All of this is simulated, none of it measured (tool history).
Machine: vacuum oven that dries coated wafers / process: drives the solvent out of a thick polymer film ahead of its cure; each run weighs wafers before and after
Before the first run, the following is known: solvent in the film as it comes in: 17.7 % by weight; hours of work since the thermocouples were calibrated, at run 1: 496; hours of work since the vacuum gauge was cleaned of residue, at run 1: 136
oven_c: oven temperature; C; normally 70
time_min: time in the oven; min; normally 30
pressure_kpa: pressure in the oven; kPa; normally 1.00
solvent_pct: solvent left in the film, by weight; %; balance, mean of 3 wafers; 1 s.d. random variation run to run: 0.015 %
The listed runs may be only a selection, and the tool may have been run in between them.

run  hour  oven_c  time_min  pressure_kpa  hours of work since the thermocouples were calibrated  hours of work since the vacuum gauge was cleaned of residue  solvent_pct
  1   0.0      70        30          1.00                                                    496                                                          136         1.19
  2   6.4      70        30          2.12                                                    500                                                          140         1.62
  3  14.4      70        30          2.12                                                    505                                                          145         1.64
  4  20.7      70        30          2.12                                                    509                                                          149         1.63
  5  29.4      70        30          2.12                                                    515                                                          155         1.63
  6  37.7      70        30          1.00                                                    520                                                          160         1.21
  7  44.5      70        30          1.00                                                    525                                                          165         1.19
  8  50.4      70        30          1.00                                                    528                                                          169         1.21
  9  56.6      70        30          1.00                                                    532                                                          172         1.18
 10  62.8      70        30          1.00                                                    536                                                          177         1.18
 11  69.1      70        30          1.00                                                    540                                                          181         1.21
 12  78.3      70        30          1.00                                                    546                                                          186         1.19
 13  88.0      74        26          2.15                                                    553                                                          193         1.24
 14  94.6      74        26          2.15                                                    557                                                          197         1.21

What does the tool deliver on the next run?
 15  106.7      74        26          2.15                                                    565                                                          205            ?

solvent_pct: 1.23 %
Take away the tool's hidden state, keep the run-to-run variation as it was, and the same run would have given solvent_pct 1.23 %.
